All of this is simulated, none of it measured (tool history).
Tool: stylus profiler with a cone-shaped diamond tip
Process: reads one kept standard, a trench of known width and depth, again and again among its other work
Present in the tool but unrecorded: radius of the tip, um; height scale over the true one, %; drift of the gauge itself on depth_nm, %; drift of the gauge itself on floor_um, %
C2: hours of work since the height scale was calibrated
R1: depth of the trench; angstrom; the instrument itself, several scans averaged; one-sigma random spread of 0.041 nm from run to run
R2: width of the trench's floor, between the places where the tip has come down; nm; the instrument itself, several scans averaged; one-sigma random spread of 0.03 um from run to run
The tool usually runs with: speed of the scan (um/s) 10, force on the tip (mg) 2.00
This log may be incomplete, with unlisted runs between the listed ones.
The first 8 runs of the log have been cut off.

Run 9, hour 688.0: usual settings; scans with this tip 3475; C2 274. Result: R1 1016.5 angstrom, R2 98570 nm.
Run 10, hour 789.4: usual settings but force on the tip (mg) 2.81; scans with this tip 4013; C2 316. Result: R1 1019.0 angstrom, R2 98530 nm.
Run 11, hour 886.4: usual settings; scans with this tip 4529; C2 357. Result: R1 1015.3 angstrom, R2 98530 nm.
Run 12, hour 942.4: usual settings; scans with this tip 4825; C2 380. Result: R1 1015.9 angstrom, R2 98500 nm.
Run 13, hour 1019.3: usual settings; scans with this tip 5234; C2 412. Result: R1 1016.6 angstrom, R2 98490 nm.
Run 14, hour 1079.7: usual settings; scans with this tip 5555; C2 437. Result: R1 1016.2 angstrom, R2 98470 nm.
Run 15, hour 1178.5: usual settings; scans with this tip 6079; C2 479. Result: R1 1016.0 angstrom, R2 98410 nm.
Run 16, hour 1237.0: usual settings but speed of the scan (um/s) 2, force on the tip (mg) 2.26; scans with this tip 6389; C2 503. Result: R1 1017.2 angstrom, R2 98470 nm.
Run 17, hour 1283.5: usual settings but speed of the scan (um/s) 2, force on the tip (mg) 2.26; scans with this tip 6636; C2 523. Result: R1 1016.9 angstrom, R2 98460 nm.
Run 18, hour 1333.6: usual settings but speed of the scan (um/s) 2, force on the tip (mg) 2.33; scans with this tip 6902; C2 543. Result: R1 1017.9 angstrom, R2 98430 nm.
Run 19, hour 1430.2: usual settings but speed of the scan (um/s) 16, force on the tip (mg) 0.79; scans with this tip 7415; C2 584. Result: R1 1009.8 angstrom, R2 98310 nm.
Run 20, hour 1509.1: usual settings but speed of the scan (um/s) 3, force on the tip (mg) 0.79; scans with this tip 7833; C2 617. Result: R1 1009.2 angstrom, R2 98360 nm.
Run 21, hour 1603.9: usual settings but speed of the scan (um/s) 3, force on the tip (mg) 0.79; scans with this tip 8336; C2 656. Result: R1 1009.4 angstrom, R2 98370 nm.
Run 22, hour 1707.3: usual settings but speed of the scan (um/s) 13, force on the tip (mg) 1.62; scans with this tip 8885; C2 700. Result: R1 1014.6 angstrom, R2 98310 nm.
Run 23, hour 1811.7: usual settings but speed of the scan (um/s) 13, force on the tip (mg) 1.62; scans with this tip 9440; C2 743. Result: R1 1015.4 angstrom, R2 98300 nm.
Run 24, hour 1886.9: usual settings but speed of the scan (um/s) 9, force on the tip (mg) 0.86; scans with this tip 9839; C2 775. Result: R1 1010.2 angstrom, R2 98250 nm.
Run 25, hour 1983.2: usual settings but speed of the scan (um/s) 5, force on the tip (mg) 2.41; scans with this tip 10350; C2 815. Result: R1 1019.8 angstrom, R2 98340 nm.
Run 26, hour 2067.2: usual settings but speed of the scan (um/s) 5, force on the tip (mg) 2.41; scans with this tip 10796; C2 850. Result: R1 1019.6 angstrom, R2 98300 nm.

Run 27 is up next; what results do you expect?
Run 27, hour 2148.5: usual settings but speed of the scan (um/s) 3, force on the tip (mg) 2.91; scans with this tip 11227; C2 884. Result: R1 ?, R2 ?.

Run 27 came out at R1 1021.7 angstrom, R2 98260 nm.
If the tool had no hidden condition, the same run with the same run-to-run variation would have returned R1 1019.5 angstrom, R2 98720 nm.
